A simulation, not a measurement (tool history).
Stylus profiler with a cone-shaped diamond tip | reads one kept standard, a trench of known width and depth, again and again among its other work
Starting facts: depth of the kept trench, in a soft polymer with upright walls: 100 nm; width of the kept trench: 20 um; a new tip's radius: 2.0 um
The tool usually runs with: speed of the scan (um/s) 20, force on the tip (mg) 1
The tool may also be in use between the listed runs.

run	hour	speed of the scan (um/s)	force on the tip (mg)	depth of the trench (Å)	width of the trench's floor (µm)
1	0	20	1	1009.2	18.4
2	12.2	20	1	1009.5	18.43
3	24.3	7	1	1009.5	18.59
4	33.6	20	1.46	1011.7	18.46
5	41.9	26	1	1009.1	18.35
6	59.2	26	1	1009.2	18.4
7	69.4	26	0.69	1007.5	18.25
8	85.7	26	1.24	1010.5	18.36
# hour 87.6: height scale calibrated on a step standard
9	99.4	26	1.24	1011	18.4
10	112.5	7	1	1009.8	18.57
11	129.5	7	1	1010.2	18.49
# hour 134.8: height scale calibrated on a step standard, once more
12	145.1	20	1	1007	18.35
13	165.1	20	1	1007.9	18.34
14	181.3	34	1	1007.3	18.22
15	201	34	1	1007.6	18.26
16	219.7	9	2.53	1014.5	18.49
17	236.7	48	2.2	1013.1	18.24
18	249.9	6	2.76	1015.7	18.53

Run 19, settings as shown, results not yet in. Your forecast:
19	270	63	0.96	?	?

Run 19 produced depth of the trench (Å) 1007.6, width of the trench's floor (µm) 17.92.
The same run, on a tool lacking any hidden state, would have yielded depth of the trench (Å) 1007.6, width of the trench's floor (µm) 18.1.
